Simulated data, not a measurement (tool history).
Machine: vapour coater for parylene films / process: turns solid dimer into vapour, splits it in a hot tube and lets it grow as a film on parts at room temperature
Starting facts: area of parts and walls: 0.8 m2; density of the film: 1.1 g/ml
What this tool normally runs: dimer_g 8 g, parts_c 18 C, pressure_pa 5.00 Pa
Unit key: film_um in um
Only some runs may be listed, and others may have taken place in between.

run	hour	dimer_g	parts_c	pressure_pa	film_um
1	0.0	8	18	5.00	5.35
2	21.4	8	18	5.00	5.28
# hour 44.8: trap's valve overhauled
3	68.5	8	18	5.00	5.70
4	87.9	8	18	5.00	5.60
5	116.6	8	10	5.00	6.63
6	142.0	8	10	5.00	6.65
7	176.4	8	10	5.00	6.67
8	204.8	8	18	2.90	6.11
9	227.8	8	18	2.90	6.08
10	269.6	8	18	6.72	5.29
11	287.6	8	18	6.72	5.24
12	325.1	8	18	6.72	5.13
13	344.6	8	18	6.72	5.18
14	384.6	8	18	6.72	5.17
15	423.8	12	18	5.00	8.20
16	443.3	12	18	5.00	8.17
17	475.0	12	18	5.00	8.15
18	511.2	8	18	7.53	5.05
19	542.1	10	18	2.58	7.66
20	583.2	3	26	4.35	1.77
21	624.2	8	18	10.48	4.63
22	660.6	8	18	10.48	4.62
# hour 681.0: trap's valve overhauled
23	690.0	4	30	5.00	2.15
24	709.1	4	30	5.00	2.20
25	730.7	4	25	5.00	2.38
26	765.0	13	13	5.00	10.18
27	803.4	9	26	5.28	5.15
28	842.9	3	28	5.28	1.65
29	862.7	11	28	4.50	6.24
30	893.3	5	10	10.01	3.64
31	916.2	8	10	4.68	6.57
32	941.6	6	25	6.59	3.34
33	967.1	7	25	8.96	3.73
34	999.5	4	18	5.00	2.73
35	1036.7	4	18	5.00	2.74
36	1056.2	7	18	5.00	4.77

Measured less the same run without the tool's hidden state. The same run-to-run variation is in both; the gauge's scatter may not be:
What the log doesn't record here: vapour lost through the trap's worn valve, %; true temperature of the parts over the reading, C; drift of the gauge itself on film_um, %.
run	film_um
1	-0.28
2	-0.28
3	-0.03
4	-0.04
5	-0.06
6	-0.08
7	-0.10
8	-0.10
9	-0.11
10	-0.12
11	-0.12
12	-0.14
13	-0.15
14	-0.17
15	-0.30
16	-0.31
17	-0.34
18	-0.23
19	-0.36
20	-0.09
21	-0.25
22	-0.27
23	-0.02
24	-0.02
25	-0.03
26	-0.16
27	-0.09
28	-0.04
29	-0.14
30	-0.10
31	-0.19
32	-0.11
33	-0.13
34	-0.10
35	-0.10
36	-0.19

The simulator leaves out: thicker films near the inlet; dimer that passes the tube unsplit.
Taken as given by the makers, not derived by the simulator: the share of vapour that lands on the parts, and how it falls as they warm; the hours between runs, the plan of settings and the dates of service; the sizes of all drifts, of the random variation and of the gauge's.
